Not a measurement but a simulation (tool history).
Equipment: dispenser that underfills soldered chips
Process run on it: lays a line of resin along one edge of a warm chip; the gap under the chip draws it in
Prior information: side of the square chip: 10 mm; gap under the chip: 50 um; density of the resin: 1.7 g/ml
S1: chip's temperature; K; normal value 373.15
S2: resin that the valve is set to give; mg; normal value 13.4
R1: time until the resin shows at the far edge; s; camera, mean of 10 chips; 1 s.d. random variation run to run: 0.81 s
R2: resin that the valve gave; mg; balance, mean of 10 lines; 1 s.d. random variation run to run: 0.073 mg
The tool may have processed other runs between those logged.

run,day,S1,S2,R1,R2
1,0,373.15,13.4,111.5,12.15
# day 0.304: new syringe of resin
2,0.308,373.15,13.4,74.6,11.98
3,0.642,373.15,13.4,127.8,11.99
# day 0.862: new syringe of resin
4,0.9,373.15,13.4,80.1,11.86
5,1.183,373.15,11.4,132.9,9.96
# day 1.404: new syringe of resin
6,1.404,373.15,11.4,79.3,10.07
# day 1.496: dispensing valve cleaned and set on the balance
7,1.817,373.15,11.4,135.2,11.26
# day 2: new syringe of resin
8,2.192,373.15,11.4,103,11.24
9,2.517,373.15,11.4,173.8,11.12
# day 2.562: new syringe of resin
10,2.738,373.15,16,97.2,15.66
11,2.975,373.15,16,137.2,15.41
# day 3.112: new syringe of resin
12,3.325,373.15,13.4,105.6,12.92
13,3.612,374.15,13.4,157.9,12.77
# day 3.658: new syringe of resin
14,4.004,374.15,13.4,123.6,12.69
# day 4.221: new syringe of resin
15,4.371,373.15,13.4,94.8,12.63
16,4.554,373.15,13.4,122.9,12.7
# day 4.775: new syringe of resin
17,4.938,373.15,15.4,94.2,14.4
18,5.121,373.15,15.7,124.9,14.67
19,5.292,373.15,15.7,159.6,14.57
# day 5.342: new syringe of resin
20,5.55,375.15,16.7,92.5,15.46
21,5.725,379.15,13.4,109.3,12.31
# day 5.896: new syringe of resin
22,5.933,376.15,13.4,70.6,12.36
23,6.242,383.15,12.1,90.3,11.08
24,6.417,373.15,11.6,174.6,10.59
# day 6.45: new syringe of resin
25,6.729,370.15,12.4,131.6,11.33
26,6.892,360.15,16.6,232.8,14.91
# day 6.992: new syringe of resin
27,7.071,361.15,13.9,135.7,12.47
28,7.338,361.15,12.3,209.8,11.03
# day 7.538: new syringe of resin
29,7.729,361.15,12.3,167.8,10.94
# day 8.079: new syringe of resin
30,8.092,373.15,16.9,74,15
31,8.271,373.15,16.9,98,14.71
32,8.588,373.15,16.9,159,14.72
# day 8.633: new syringe of resin
# day 8.904: dispensing valve cleaned and set on the balance
33,8.971,361.15,15.3,180.4,15.11
# day 9.225: new syringe of resin
34,9.25,361.15,14.3,119.6,14.28
35,9.479,361.15,14.3,166.8,14.2
36,9.721,361.15,14.3,243.1,14.1

Each row is a separate what-if for the run after 36, all from the same tool condition, not one after another. Results?
# day 9.771: new syringe of resin
A,10.108,376.15,16,?,?
# day 9.771: new syringe of resin
B,10.108,373.15,15,?,?
# day 9.771: new syringe of resin
C,10.108,372.15,14,?,?

run,R1,R2
A,109.3,15.71
B,121.8,14.72
C,130.8,13.74
With no hidden state in the tool, these same runs would have given:
run,R1,R2
A,66.2,16.03
B,74.1,15.02
C,79.5,14.02

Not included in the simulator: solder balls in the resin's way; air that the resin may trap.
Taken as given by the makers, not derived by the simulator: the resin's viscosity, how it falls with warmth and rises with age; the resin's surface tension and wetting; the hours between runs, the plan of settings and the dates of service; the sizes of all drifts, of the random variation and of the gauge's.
